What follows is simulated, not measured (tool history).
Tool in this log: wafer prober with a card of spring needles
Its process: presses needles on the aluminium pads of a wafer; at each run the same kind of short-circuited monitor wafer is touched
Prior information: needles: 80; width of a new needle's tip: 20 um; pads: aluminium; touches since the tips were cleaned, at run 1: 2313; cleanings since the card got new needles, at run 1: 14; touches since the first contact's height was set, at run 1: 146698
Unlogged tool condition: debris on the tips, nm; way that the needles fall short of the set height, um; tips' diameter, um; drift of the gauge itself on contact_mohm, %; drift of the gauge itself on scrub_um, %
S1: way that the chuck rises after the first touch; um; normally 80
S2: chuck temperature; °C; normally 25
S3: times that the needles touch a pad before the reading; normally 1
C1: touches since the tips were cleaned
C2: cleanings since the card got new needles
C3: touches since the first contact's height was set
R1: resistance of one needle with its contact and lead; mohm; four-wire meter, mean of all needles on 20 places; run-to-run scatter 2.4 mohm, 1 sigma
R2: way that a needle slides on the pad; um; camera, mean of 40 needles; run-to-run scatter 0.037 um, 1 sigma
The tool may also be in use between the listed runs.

Run 1, hour 0: usual settings; C1 2313; C2 14; C3 146698. Result: R1 292 mohm, R2 12.78 um.
At hour 9.5: tips cleaned on abrasive film.
Run 2, hour 9.9: usual settings but S3 2; C1 263; C2 15; C3 153478. Result: R1 272 mohm, R2 12.75 um.
At hour 23.7: tips cleaned on abrasive film.
Run 3, hour 33.9: usual settings; C1 7088; C2 16; C3 170113. Result: R1 315 mohm, R2 12.81 um.
At hour 37.5: tips cleaned on abrasive film.
Run 4, hour 46.1: usual settings; C1 5991; C2 17; C3 178513. Result: R1 311 mohm, R2 12.69 um.
At hour 52.1: tips cleaned on abrasive film.
Run 5, hour 59.6: usual settings; C1 5243; C2 18; C3 187832. Result: R1 308 mohm, R2 12.77 um.
At hour 61.6: height of the first contact set anew.
At hour 66: tips cleaned on abrasive film.
Run 6, hour 75.3: usual settings; C1 6522; C2 19; C3 9457. Result: R1 304 mohm, R2 13.04 um.
At hour 78.6: tips cleaned on abrasive film.
Run 7, hour 85.7: usual settings; C1 4942; C2 20; C3 16604. Result: R1 309 mohm, R2 13.03 um.
At hour 91.5: tips cleaned on abrasive film.
At hour 104.3: tips cleaned on abrasive film.
Run 8, hour 105.6: usual settings; C1 927; C2 22; C3 30287. Result: R1 282 mohm, R2 12.96 um.
At hour 117: tips cleaned on abrasive film.
Run 9, hour 123.1: usual settings; C1 4300; C2 23; C3 42388. Result: R1 305 mohm, R2 12.91 um.
At hour 130.3: tips cleaned on abrasive film.
Run 10, hour 138.2: usual settings; C1 5549; C2 24; C3 52808. Result: R1 310 mohm, R2 12.9 um.
At hour 144.1: tips cleaned on abrasive film.
Run 11, hour 153.5: usual settings; C1 6535; C2 25; C3 63316. Result: R1 312 mohm, R2 12.91 um.
At hour 157.6: tips cleaned on abrasive film.
At hour 171.3: tips cleaned on abrasive film.
Run 12, hour 173.4: usual settings; C1 1425; C2 27; C3 77018. Result: R1 290 mohm, R2 12.9 um.
At hour 184.8: tips cleaned on abrasive film.
Run 13, hour 193.2: usual settings; C1 5867; C2 28; C3 90746. Result: R1 313 mohm, R2 12.92 um.
At hour 198.4: tips cleaned on abrasive film.
At hour 211.5: tips cleaned on abrasive film.
Run 14, hour 213.5: usual settings; C1 1436; C2 30; C3 104701. Result: R1 295 mohm, R2 12.85 um.
At hour 224.2: tips cleaned on abrasive film.
Run 15, hour 233.1: usual settings; C1 6170; C2 31; C3 118206. Result: R1 317 mohm, R2 12.89 um.
At hour 238.2: tips cleaned on abrasive film.
Run 16, hour 250.2: usual settings; C1 8377; C2 32; C3 130060. Result: R1 318 mohm, R2 12.81 um.
At hour 252.3: tips cleaned on abrasive film.
At hour 265.1: tips cleaned on abrasive film.
Run 17, hour 266.8: usual settings but S1 77 um, S2 37 °C; C1 1169; C2 34; C3 141427. Result: R1 291 mohm, R2 12.3 um.
At hour 279.4: tips cleaned on abrasive film.
Run 18, hour 286: usual settings but S2 52 °C; C1 4583; C2 35; C3 154722. Result: R1 317 mohm, R2 12.78 um.
At hour 292.2: tips cleaned on abrasive film.
Run 19, hour 299.8: usual settings but S1 65 um, S2 34 °C; C1 5292; C2 36; C3 164254. Result: R1 333 mohm, R2 10.33 um.
At hour 305.3: tips cleaned on abrasive film.
Run 20, hour 315.6: usual settings but S1 72 um, S2 46 °C; C1 7148; C2 37; C3 175147. Result: R1 333 mohm, R2 11.39 um.
At hour 319.9: tips cleaned on abrasive film.
Run 21, hour 326.8: usual settings but S1 72 um, S2 46 °C; C1 4787; C2 38; C3 182835. Result: R1 328 mohm, R2 11.42 um.
At hour 332.9: tips cleaned on abrasive film.
At hour 335.1: height of the first contact set anew.
At hour 346.4: tips cleaned on abrasive film.
Run 22, hour 346.4: usual settings but S1 76 um; C1 0; C2 40; C3 7795. Result: R1 278 mohm, R2 12.37 um.
Run 23, hour 356.3: usual settings but S1 93 um; C1 6840; C2 40; C3 14635. Result: R1 306 mohm, R2 15.11 um.
At hour 360.1: tips cleaned on abrasive film.
Run 24, hour 368.3: usual settings but S1 68 um, S3 2; C1 5689; C2 41; C3 22930. Result: R1 306 mohm, R2 11.06 um.
At hour 374.1: tips cleaned on abrasive film.
Run 25, hour 382.6: usual settings but S1 68 um, S3 2; C1 5916; C2 42; C3 32778. Result: R1 306 mohm, R2 11.02 um.
At hour 387.8: tips cleaned on abrasive film.
Run 26, hour 393: usual settings but S1 82 um, S2 29 °C; C1 3605; C2 43; C3 39966. Result: R1 305 mohm, R2 13.25 um.
At hour 400.6: tips cleaned on abrasive film.
Run 27, hour 406.5: usual settings; C1 4065; C2 44; C3 49253. Result: R1 311 mohm, R2 12.97 um.
At hour 415: tips cleaned on abrasive film.
At hour 428.4: tips cleaned on abrasive film.
Run 28, hour 430.7: usual settings but S2 79 °C; C1 1584; C2 46; C3 65926. Result: R1 305 mohm, R2 12.84 um.
At hour 442.8: tips cleaned on abrasive film.
Run 29, hour 450: usual settings but S2 79 °C; C1 5011; C2 47; C3 79263. Result: R1 326 mohm, R2 12.93 um.
At hour 456.8: tips cleaned on abrasive film.
At hour 470.6: tips cleaned on abrasive film.
Run 30, hour 472.7: usual settings but S2 79 °C; C1 1479; C2 49; C3 94925. Result: R1 313 mohm, R2 12.87 um.
At hour 484.2: tips cleaned on abrasive film.
Run 31, hour 494.1: usual settings but S1 98 um, S2 76 °C; C1 6913; C2 50; C3 109710. Result: R1 311 mohm, R2 15.72 um.
At hour 497.8: tips cleaned on abrasive film.
Run 32, hour 505.1: usual settings but S1 78 um, S2 63 °C; C1 5049; C2 51; C3 117260. Result: R1 322 mohm, R2 12.44 um.

Hidden state or all else? Some run-to-run changes of R1, split into what the settings, what came in and random variation would give without the hidden state, and what is left for the hidden state (with any gauge scatter that isn't in both results):
Run 2 -> 3: S3 2 -> 1, tips cleaned on abrasive film. R1 +43 mohm: hidden state +38, all else +5.
Run 16 -> 17: S1 80 -> 77, S2 25 -> 37, tips cleaned on abrasive film, tips cleaned on abrasive film. R1 -27 mohm: hidden state -28, all else +1.
Run 21 -> 22: S1 72 -> 76, S2 46 -> 25, tips cleaned on abrasive film, height of the first contact set anew, tips cleaned on abrasive film. R1 -50 mohm: hidden state -42, all else -8.
Run 22 -> 23: S1 76 -> 93. R1 +28 mohm: hidden state +28, all else +0.
